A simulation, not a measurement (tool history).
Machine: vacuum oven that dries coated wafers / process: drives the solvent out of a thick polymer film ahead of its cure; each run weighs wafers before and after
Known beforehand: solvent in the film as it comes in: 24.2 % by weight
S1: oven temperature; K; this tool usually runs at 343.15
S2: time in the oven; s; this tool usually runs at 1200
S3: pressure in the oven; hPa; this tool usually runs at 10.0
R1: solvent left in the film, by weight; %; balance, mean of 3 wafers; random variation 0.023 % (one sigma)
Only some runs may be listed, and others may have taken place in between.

run   hour      S1    S2    S3    R1
  1    0.0  343.15  1200  10.0  2.15
  2   44.8  343.15  1200  10.0  2.13
  3   80.8  343.15  1620  10.0  1.09
  4  136.1  343.15  1620  10.0  1.15
  5  190.9  343.15  1620  10.0  1.08
  6  221.6  331.15  1200  10.0  5.43
  7  274.6  343.15  1200  10.0  2.10
     304.1  -- oven's thermocouples calibrated
  8  316.2  343.15  1200  10.0  2.13
  9  364.8  343.15  1200  10.0  2.11
 10  402.1  334.15  1560  24.5  3.62
 11  460.5  334.15   840  14.6  7.05
 12  492.8  343.15   780  10.2  4.44
 13  540.1  345.15  1980   5.1  0.41

Forecast each of these 5 alternatives for the next run:
  A  577.0  345.15  1980  9.9   ?
  B  577.0  343.15  1080  6.7   ?
  C  577.0  345.15  1200  8.9   ?
  D  577.0  343.15  1200  6.3   ?
  E  577.0  346.15  1080  5.2   ?

run    R1
  A  0.52
  B  2.52
  C  1.66
  D  1.97
  E  1.78
Without the tool's unlogged condition, the same runs would have read:
run    R1
  A  0.52
  B  2.52
  C  1.66
  D  1.97
  E  1.78
